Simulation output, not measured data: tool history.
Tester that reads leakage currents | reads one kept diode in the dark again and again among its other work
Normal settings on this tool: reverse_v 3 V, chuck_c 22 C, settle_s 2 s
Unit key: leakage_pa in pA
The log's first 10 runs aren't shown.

| run | hour | reverse_v | chuck_c | settle_s | leakage_pa |
|---|---|---|---|---|---|
| 11 | 279.5 | 3 | 32 | 2 | 231.77 |
| 12 | 323.8 | 3 | 32 | 2 | 232.41 |
| 13 | 374.9 | 3 | 24 | 2 | 116.68 |
| 14 | 420.6 | 3 | 24 | 2 | 116.96 |
| 15 | 443.6 | 3 | 22 | 2.49 | 98.4 |
| 16 | 465.6 | 6.57 | 22 | 2.49 | 139.51 |
| 17 | 505.7 | 6.57 | 22 | 2.49 | 140.65 |
| 18 | 553.4 | 6.57 | 22 | 2.49 | 140.94 |
| 19 | 602 | 6.57 | 22 | 2.49 | 141.3 |
| 20 | 635.7 | 6.57 | 22 | 2.49 | 140.94 |
| 21 | 680.6 | 6.57 | 22 | 2.49 | 140.97 |
| 22 | 727.7 | 2.53 | 22 | 1.28 | 92.61 |
| 23 | 749.1 | 2.53 | 22 | 0.89 | 92.84 |
| 24 | 779.9 | 13.58 | 45 | 6.44 | 1317.22 |
| 25 | 815.5 | 1.38 | 48 | 1.47 | 615.7 |
| 26 | 848.4 | 3 | 22 | 9.49 | 99.7 |
| 27 | 901.1 | 3 | 24 | 9.49 | 119.35 |
| 28 | 933.2 | 3 | 49 | 2.03 | 933.43 |
| 29 | 983.5 | 6.21 | 22 | 2 | 140.26 |
| 30 | 1036.7 | 3.96 | 21 | 6.16 | 104.38 |
| 31 | 1075.8 | 20 | 46 | 3.48 | 1708.3 |
| 32 | 1122.5 | 12.79 | 47 | 2 | 1513.23 |
| 33 | 1170.7 | 1.81 | 20 | 1.24 | 67.94 |
| 34 | 1201.7 | 2.22 | 28 | 3.2 | 150.09 |
| 35 | 1249.3 | 3.94 | 42 | 2 | 618.17 |

Predict the results of run 36:
| 36 | 1272.4 | 3.94 | 42 | 2 | ? |

{"run 36": {"leakage_pa": 617.27}}
With the hidden condition absent and the run-to-run variation left alone, this run would have shown leakage_pa 574.05 pA.
